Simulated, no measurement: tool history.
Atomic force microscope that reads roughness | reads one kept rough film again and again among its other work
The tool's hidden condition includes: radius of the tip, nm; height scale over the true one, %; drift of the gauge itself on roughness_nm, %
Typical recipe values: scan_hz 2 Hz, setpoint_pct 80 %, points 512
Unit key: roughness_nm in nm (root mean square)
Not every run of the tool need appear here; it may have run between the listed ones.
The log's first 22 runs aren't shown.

| run | hour | scan_hz | setpoint_pct | points | pictures with this tip | hours of work since the height scale was calibrated | roughness_nm |
|---|---|---|---|---|---|---|---|
|  | 1214.8 | new tip fitted |
| 23 | 1270.6 | 3.81 | 85 | 322 | 75 | 1409 | 2.06 |
| 24 | 1311.7 | 3.55 | 81 | 328 | 131 | 1433 | 1.835 |
|  | 1336.4 | new tip fitted |
| 25 | 1348.5 | 1.41 | 83 | 659 | 17 | 1454 | 3.073 |
| 26 | 1402.7 | 1.41 | 83 | 659 | 90 | 1486 | 2.39 |
| 27 | 1445.3 | 0.64 | 85 | 659 | 147 | 1511 | 2.155 |
|  | 1458.9 | new tip fitted |
| 28 | 1499.3 | 0.64 | 85 | 659 | 54 | 1542 | 2.806 |
|  | 1510.8 | height scale calibrated on a step standard |
| 29 | 1534.2 | 0.7 | 85 | 711 | 100 | 14 | 2.385 |
| 30 | 1569.4 | 2 | 78 | 571 | 148 | 34 | 1.98 |
|  | 1586.2 | new tip fitted |
| 31 | 1624.7 | 2 | 78 | 571 | 52 | 67 | 2.587 |
| 32 | 1697.9 | 2.06 | 78 | 571 | 150 | 109 | 1.975 |
|  | 1707.8 | new tip fitted |
| 33 | 1752.6 | 2 | 84 | 793 | 61 | 141 | 2.469 |
| 34 | 1795.3 | 2 | 84 | 793 | 118 | 166 | 2.106 |
|  | 1829.2 | new tip fitted |
| 35 | 1840.8 | 2 | 84 | 793 | 16 | 193 | 2.863 |
| 36 | 1875.7 | 3.2 | 75 | 933 | 63 | 213 | 2.466 |
| 37 | 1906.9 | 0.83 | 81 | 512 | 105 | 232 | 2.399 |
|  | 1951.3 | new tip fitted |
| 38 | 1959.1 | 0.83 | 81 | 512 | 11 | 262 | 3.198 |
| 39 | 2028.4 | 0.83 | 74 | 280 | 104 | 303 | 2.37 |
|  | 2072.4 | new tip fitted |
| 40 | 2081.7 | 1.47 | 67 | 633 | 13 | 334 | 3.251 |
| 41 | 2155 | 1.47 | 67 | 633 | 112 | 377 | 2.349 |

Consider 5 possible next runs. They are alternatives, not a sequence: every one starts from the tool as it was left by run 41. What does each give?
|  | 2197.3 | new tip fitted |
| A | 2224.6 | 2 | 80 | 663 | 37 | 417 | ? |
|  | 2197.3 | new tip fitted |
| B | 2224.6 | 1.01 | 67 | 633 | 37 | 417 | ? |
|  | 2197.3 | new tip fitted |
| C | 2224.6 | 1.19 | 66 | 970 | 37 | 417 | ? |
|  | 2197.3 | new tip fitted |
| D | 2224.6 | 2.11 | 69 | 978 | 37 | 417 | ? |
|  | 2197.3 | new tip fitted |
| E | 2224.6 | 0.66 | 65 | 633 | 37 | 417 | ? |

| run | roughness_nm |
|---|---|
| A | 2.743 |
| B | 2.993 |
| C | 3.018 |
| D | 2.887 |
| E | 3.052 |
Without the tool's hidden state the same runs would have given:
| run | roughness_nm |
|---|---|
| A | 3.124 |
| B | 3.41 |
| C | 3.439 |
| D | 3.289 |
| E | 3.476 |
